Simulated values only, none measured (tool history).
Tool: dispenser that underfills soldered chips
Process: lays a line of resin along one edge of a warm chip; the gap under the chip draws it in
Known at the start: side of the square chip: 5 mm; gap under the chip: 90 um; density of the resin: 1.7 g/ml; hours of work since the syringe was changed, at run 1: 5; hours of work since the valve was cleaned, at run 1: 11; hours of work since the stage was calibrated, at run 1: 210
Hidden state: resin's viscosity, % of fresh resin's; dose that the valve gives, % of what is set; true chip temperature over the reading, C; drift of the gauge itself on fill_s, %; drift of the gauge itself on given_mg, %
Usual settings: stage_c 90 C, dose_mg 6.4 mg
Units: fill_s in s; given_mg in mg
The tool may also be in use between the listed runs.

run,day,stage_c,dose_mg,hours of work since the syringe was changed,hours of work since the valve was cleaned,hours of work since the stage was calibrated,fill_s,given_mg
1,0,90,6.4,5,11,210,8.6,6.37
# day 0.067: new syringe of resin
2,0.325,90,6.22,4,16,215,8,6.18
# day 0.462: new syringe of resin
3,0.721,90,5.63,4,22,222,8.2,5.53
# day 0.879: new syringe of resin
4,1.212,90,6.03,5,30,229,8.5,5.97
# day 1.283: new syringe of resin
# day 1.658: new syringe of resin
5,1.725,90,7.93,1,38,237,6.8,7.75
# day 2.083: new syringe of resin
6,2.283,90,6.4,3,46,246,7.9,6.19
# day 2.488: new syringe of resin
7,2.767,90,6.4,4,54,253,8.1,6.26
# day 2.892: new syringe of resin
8,3.083,90,6.4,3,59,258,7.7,6.2
# day 3.3: new syringe of resin
# day 3.683: new syringe of resin
9,3.779,90,6.4,2,69,269,7.1,6.26
# day 4.058: new syringe of resin
10,4.238,97,6.4,3,77,276,6.3,6.19
# day 4.442: new syringe of resin
11,4.758,97,6.4,5,85,284,7.1,6.17
# day 4.838: new syringe of resin
# day 5.254: new syringe of resin
12,5.458,90,6.4,3,96,295,7.2,6.11
# day 5.65: new syringe of resin
13,6.004,90,6.4,6,104,304,9.4,6.11
# day 6.079: new syringe of resin
# day 6.454: new syringe of resin
14,6.512,90,6.4,1,112,311,6.4,6.05
# day 6.829: new syringe of resin
15,7.15,90,6.4,5,122,321,9.1,6.06
# day 7.212: new syringe of resin
# day 7.6: new syringe of resin
16,7.675,90,6.4,1,130,329,7.2,6.05
# day 8.004: new syringe of resin
17,8.15,90,6.4,2,137,337,7.6,6
# day 8.421: new syringe of resin
18,8.575,85,7.1,2,144,344,9,6.57
# day 8.65: dispensing valve cleaned and set on the balance
# day 8.854: new syringe of resin
19,9.196,97,7.67,5,9,353,7.5,7.65
# day 9.271: new syringe of resin
# day 9.671: new syringe of resin
20,9.842,90,7.23,3,19,363,7.7,7.23
# day 10.083: new syringe of resin
# day 10.467: new syringe of resin
21,10.496,90,5.95,0,29,373,6.9,5.87
# day 10.858: new syringe of resin
22,11.067,90,6.68,3,38,382,8.3,6.5
# day 11.254: new syringe of resin
23,11.567,76,6.68,5,45,389,13.2,6.59
# day 11.667: new syringe of resin
24,11.883,100,6.02,3,50,394,6.4,5.89
# day 12.058: new syringe of resin
# day 12.467: new syringe of resin
25,12.546,100,6.02,1,60,404,5.4,5.85
# day 12.862: new syringe of resin
26,13.117,100,6.02,4,69,414,5.8,5.87
# day 13.258: new syringe of resin
27,13.583,80,7.77,5,77,421,11.6,7.49
# day 13.65: new syringe of resin
# day 14.062: new syringe of resin
28,14.196,97,5.46,2,86,430,6.5,5.26

Forecast run 29:
# day 14.442: new syringe of resin
29,14.542,99,6.97,2,91,436,?,?

{"run 29": {"fill_s": 6.1, "given_mg": 6.63}}
Without the tool's hidden state the same run would have given fill_s 5.2 s, given_mg 6.89 mg.
